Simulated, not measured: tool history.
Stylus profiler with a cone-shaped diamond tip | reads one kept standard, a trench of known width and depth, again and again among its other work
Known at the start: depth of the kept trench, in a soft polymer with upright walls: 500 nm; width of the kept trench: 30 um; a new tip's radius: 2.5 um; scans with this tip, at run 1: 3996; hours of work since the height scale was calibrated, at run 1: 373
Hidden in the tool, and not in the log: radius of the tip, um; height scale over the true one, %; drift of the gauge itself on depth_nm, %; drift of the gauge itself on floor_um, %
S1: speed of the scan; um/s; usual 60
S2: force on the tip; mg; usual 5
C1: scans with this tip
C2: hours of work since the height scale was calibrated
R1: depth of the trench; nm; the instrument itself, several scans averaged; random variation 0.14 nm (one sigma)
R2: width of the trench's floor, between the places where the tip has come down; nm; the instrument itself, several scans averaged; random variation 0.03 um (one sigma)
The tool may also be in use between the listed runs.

{"run": 1, "hour": 0.0, "S1": 60, "S2": 5, "C1": 3996, "C2": 373, "R1": 506.47, "R2": 26470}
{"run": 2, "hour": 24.9, "S1": 60, "S2": 5, "C1": 4135, "C2": 386, "R1": 506.63, "R2": 26460}
{"run": 3, "hour": 43.2, "S1": 60, "S2": 5, "C1": 4238, "C2": 395, "R1": 506.57, "R2": 26430}
{"run": 4, "hour": 67.3, "S1": 60, "S2": 5, "C1": 4374, "C2": 408, "R1": 506.51, "R2": 26430}
{"run": 5, "hour": 85.2, "S1": 60, "S2": 5, "C1": 4474, "C2": 417, "R1": 506.66, "R2": 26380}
{"run": 6, "hour": 111.4, "S1": 60, "S2": 5, "C1": 4621, "C2": 431, "R1": 506.66, "R2": 26420}
{"run": 7, "hour": 124.9, "S1": 60, "S2": 5, "C1": 4696, "C2": 438, "R1": 506.53, "R2": 26340}
{"run": 8, "hour": 135.9, "S1": 60, "S2": 9, "C1": 4758, "C2": 444, "R1": 509.73, "R2": 26350}
{"run": 9, "hour": 162.7, "S1": 60, "S2": 5, "C1": 4909, "C2": 458, "R1": 506.69, "R2": 26370}
{"run": 10, "hour": 189.0, "S1": 117, "S2": 5, "C1": 5056, "C2": 471, "R1": 506.64, "R2": 26190}
{"run": 11, "hour": 209.6, "S1": 60, "S2": 5, "C1": 5172, "C2": 482, "R1": 506.46, "R2": 26330}
{"run": 12, "hour": 224.9, "S1": 60, "S2": 5, "C1": 5258, "C2": 490, "R1": 506.51, "R2": 26290}
{"run": 13, "hour": 241.9, "S1": 60, "S2": 5, "C1": 5353, "C2": 499, "R1": 506.84, "R2": 26290}
{"run": 14, "hour": 262.8, "S1": 60, "S2": 5, "C1": 5470, "C2": 510, "R1": 506.41, "R2": 26250}
{"run": 15, "hour": 282.2, "S1": 60, "S2": 5, "C1": 5579, "C2": 520, "R1": 507.06, "R2": 26280}
{"run": 16, "hour": 300.4, "S1": 27, "S2": 5, "C1": 5681, "C2": 530, "R1": 506.79, "R2": 26270}
{"run": 17, "hour": 322.4, "S1": 27, "S2": 5, "C1": 5805, "C2": 541, "R1": 506.87, "R2": 26310}
{"run": 18, "hour": 339.7, "S1": 27, "S2": 5, "C1": 5902, "C2": 550, "R1": 506.83, "R2": 26280}
{"run": 19, "hour": 363.2, "S1": 60, "S2": 5, "C1": 6034, "C2": 563, "R1": 506.9, "R2": 26220}
{"run": 20, "hour": 387.2, "S1": 60, "S2": 5, "C1": 6168, "C2": 575, "R1": 507.06, "R2": 26240}
{"run": 21, "hour": 407.9, "S1": 60, "S2": 5, "C1": 6284, "C2": 586, "R1": 507, "R2": 26220}
{"run": 22, "hour": 426.6, "S1": 209, "S2": 1.87, "C1": 6389, "C2": 596, "R1": 504.11, "R2": 25700}
{"run": 23, "hour": 438.0, "S1": 209, "S2": 1.87, "C1": 6453, "C2": 602, "R1": 504.13, "R2": 25670}
{"run": 24, "hour": 452.7, "S1": 39, "S2": 1.74, "C1": 6536, "C2": 609, "R1": 503.98, "R2": 26160}
{"run": 25, "hour": 472.7, "S1": 86, "S2": 1.96, "C1": 6648, "C2": 620, "R1": 504.22, "R2": 26010}
{"run": 26, "hour": 495.5, "S1": 33, "S2": 2.82, "C1": 6776, "C2": 632, "R1": 505.09, "R2": 26190}
{"run": 27, "hour": 507.3, "S1": 112, "S2": 7.1, "C1": 6843, "C2": 638, "R1": 508.82, "R2": 26090}
{"run": 28, "hour": 523.5, "S1": 81, "S2": 2.94, "C1": 6933, "C2": 646, "R1": 505.39, "R2": 26060}
{"run": 29, "hour": 536.2, "S1": 29, "S2": 7.35, "C1": 7005, "C2": 653, "R1": 508.89, "R2": 26180}
{"run": 30, "hour": 547.6, "S1": 29, "S2": 7.35, "C1": 7069, "C2": 659, "R1": 508.91, "R2": 26210}
{"run": 31, "hour": 568.4, "S1": 123, "S2": 3.23, "C1": 7185, "C2": 670, "R1": 505.47, "R2": 25910}
{"run": 32, "hour": 581.5, "S1": 223, "S2": 9.42, "C1": 7258, "C2": 677, "R1": 510.09, "R2": 25900}
{"run": 33, "hour": 594.8, "S1": 223, "S2": 9.42, "C1": 7333, "C2": 684, "R1": 510.37, "R2": 25840}
{"run": 34, "hour": 613.5, "S1": 118, "S2": 1.67, "C1": 7438, "C2": 693, "R1": 503.87, "R2": 25770}
{"run": 35, "hour": 630.4, "S1": 118, "S2": 1.67, "C1": 7533, "C2": 702, "R1": 504.02, "R2": 25770}
{"run": 36, "hour": 642.1, "S1": 32, "S2": 9.24, "C1": 7598, "C2": 708, "R1": 510.15, "R2": 26090}
{"run": 37, "hour": 658.4, "S1": 40, "S2": 9.24, "C1": 7690, "C2": 717, "R1": 510.22, "R2": 26130}
{"run": 38, "hour": 675.7, "S1": 40, "S2": 1.99, "C1": 7787, "C2": 726, "R1": 504.39, "R2": 25980}
{"run": 39, "hour": 692.5, "S1": 233, "S2": 4.89, "C1": 7881, "C2": 735, "R1": 507.13, "R2": 25680}
{"run": 40, "hour": 718.3, "S1": 16, "S2": 5, "C1": 8026, "C2": 748, "R1": 507.22, "R2": 26120}
{"run": 41, "hour": 730.7, "S1": 154, "S2": 5.46, "C1": 8096, "C2": 755, "R1": 507.56, "R2": 25800}
{"run": 42, "hour": 755.3, "S1": 189, "S2": 7.37, "C1": 8234, "C2": 768, "R1": 509.01, "R2": 25750}

Forecast each of these 5 alternatives for the next run:
{"run": "A", "hour": 773.3, "S1": 53, "S2": 13.72, "C1": 8335, "C2": 777, "R1": "?", "R2": "?"}
{"run": "B", "hour": 773.3, "S1": 115, "S2": 5.78, "C1": 8335, "C2": 777, "R1": "?", "R2": "?"}
{"run": "C", "hour": 773.3, "S1": 68, "S2": 3.29, "C1": 8335, "C2": 777, "R1": "?", "R2": "?"}
{"run": "D", "hour": 773.3, "S1": 39, "S2": 12.09, "C1": 8335, "C2": 777, "R1": "?", "R2": "?"}
{"run": "E", "hour": 773.3, "S1": 189, "S2": 11.48, "C1": 8335, "C2": 777, "R1": "?", "R2": "?"}

run=A R1=513.28 R2=26010
run=B R1=507.74 R2=25840
run=C R1=505.95 R2=25930
run=D R1=512.16 R2=26100
run=E R1=511.97 R2=25830
Without the tool's hidden state the same runs would have given:
run=A R1=512.08 R2=26920
run=B R1=506.54 R2=26750
run=C R1=504.76 R2=26840
run=D R1=510.95 R2=27010
run=E R1=510.76 R2=26740
